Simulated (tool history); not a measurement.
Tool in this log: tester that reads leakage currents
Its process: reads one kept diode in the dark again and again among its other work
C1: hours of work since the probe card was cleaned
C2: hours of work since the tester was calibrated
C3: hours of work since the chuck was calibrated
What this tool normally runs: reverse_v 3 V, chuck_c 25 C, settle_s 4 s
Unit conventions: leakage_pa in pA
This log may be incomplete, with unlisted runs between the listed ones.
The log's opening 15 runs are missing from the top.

run 16 hour=448.9 | reverse_v=3 chuck_c=25 settle_s=4 | C1=692 C2=1139 C3=38 | leakage_pa=92.26
run 17 hour=486 | reverse_v=3 chuck_c=25 settle_s=4 | C1=713 C2=1161 C3=59 | leakage_pa=91.46
run 18 hour=527 | reverse_v=1.66 chuck_c=25 settle_s=4 | C1=737 C2=1184 C3=83 | leakage_pa=76.01
run 19 hour=570.4 | reverse_v=1.66 chuck_c=25 settle_s=4 | C1=762 C2=1209 C3=108 | leakage_pa=76.03
run 20 hour=606.9 | reverse_v=3.38 chuck_c=25 settle_s=4 | C1=783 C2=1230 C3=129 | leakage_pa=94.38
run 21 hour=636.8 | reverse_v=1.99 chuck_c=40 settle_s=0.41 | C1=800 C2=1247 C3=146 | leakage_pa=317.07
run 22 hour=658.9 | reverse_v=1.99 chuck_c=40 settle_s=0.41 | C1=813 C2=1260 C3=158 | leakage_pa=318.34
run 23 hour=699.9 | reverse_v=3.82 chuck_c=25 settle_s=4 | C1=836 C2=1283 C3=182 | leakage_pa=98.34
run 24 hour=723.5 | reverse_v=3.82 chuck_c=25 settle_s=4 | C1=850 C2=1297 C3=196 | leakage_pa=97.54
run 25 hour=765.2 | reverse_v=3.7 chuck_c=37 settle_s=4 | C1=874 C2=1321 C3=219 | leakage_pa=293.67
run 26 hour=801.9 | reverse_v=3 chuck_c=28 settle_s=3.96 | C1=895 C2=1342 C3=241 | leakage_pa=120.55
run 27 hour=832 | reverse_v=3 chuck_c=28 settle_s=3.96 | C1=912 C2=1359 C3=258 | leakage_pa=119.71
run 28 hour=850.4 | reverse_v=12.89 chuck_c=31 settle_s=1.62 | C1=923 C2=1370 C3=268 | leakage_pa=249.89
run 29 hour=871 | reverse_v=12.89 chuck_c=31 settle_s=1.01 | C1=934 C2=1382 C3=280 | leakage_pa=251.31
run 30 hour=891.5 | reverse_v=12.89 chuck_c=31 settle_s=1.01 | C1=946 C2=1393 C3=292 | leakage_pa=252.1
run 31 hour=930.5 | reverse_v=5.23 chuck_c=31 settle_s=1.01 | C1=969 C2=1416 C3=314 | leakage_pa=187.65
run 32 hour=950.6 | reverse_v=5.23 chuck_c=52 settle_s=4.44 | C1=980 C2=1427 C3=326 | leakage_pa=1155.76
run 33 hour=980.8 | reverse_v=3.43 chuck_c=42 settle_s=4 | C1=997 C2=1445 C3=343 | leakage_pa=437.95
run 34 hour=1016.9 | reverse_v=1.38 chuck_c=48 settle_s=1.13 | C1=1018 C2=1466 C3=364 | leakage_pa=550.73
run 35 hour=1057.5 | reverse_v=15.49 chuck_c=39 settle_s=1.13 | C1=1042 C2=1489 C3=387 | leakage_pa=538.3
run 36 hour=1088.4 | reverse_v=1.61 chuck_c=25 settle_s=3.57 | C1=1059 C2=1507 C3=405 | leakage_pa=72.92
run 37 hour=1118.1 | reverse_v=1.61 chuck_c=21 settle_s=1.71 | C1=1076 C2=1524 C3=422 | leakage_pa=49.51
run 38 hour=1155 | reverse_v=1.61 chuck_c=21 settle_s=1.71 | C1=1098 C2=1545 C3=443 | leakage_pa=49.32
run 39 hour=1183.1 | reverse_v=1.61 chuck_c=21 settle_s=1.71 | C1=1114 C2=1561 C3=459 | leakage_pa=49.28
run 40 hour=1215.2 | reverse_v=6.44 chuck_c=25 settle_s=0.84 | C1=1132 C2=1579 C3=478 | leakage_pa=114.04

Predict each of these 4 candidate next runs independently; none follows another, all start after run 40:
run A hour=1251.8 | reverse_v=6.52 chuck_c=36 settle_s=4 | C1=1153 C2=1600 C3=499 | leakage_pa=?
run B hour=1251.8 | reverse_v=3 chuck_c=42 settle_s=0.72 | C1=1153 C2=1600 C3=499 | leakage_pa=?
run C hour=1251.8 | reverse_v=2.22 chuck_c=25 settle_s=3.29 | C1=1153 C2=1600 C3=499 | leakage_pa=?
run D hour=1251.8 | reverse_v=1.46 chuck_c=25 settle_s=0.84 | C1=1153 C2=1600 C3=499 | leakage_pa=?

run=A leakage_pa=311.85
run=B leakage_pa=415.82
run=C leakage_pa=80.17
run=D leakage_pa=70.94
What these runs would have given with no unlogged condition in the tool:
run=A leakage_pa=323.22
run=B leakage_pa=432.42
run=C leakage_pa=83.14
run=D leakage_pa=73.75
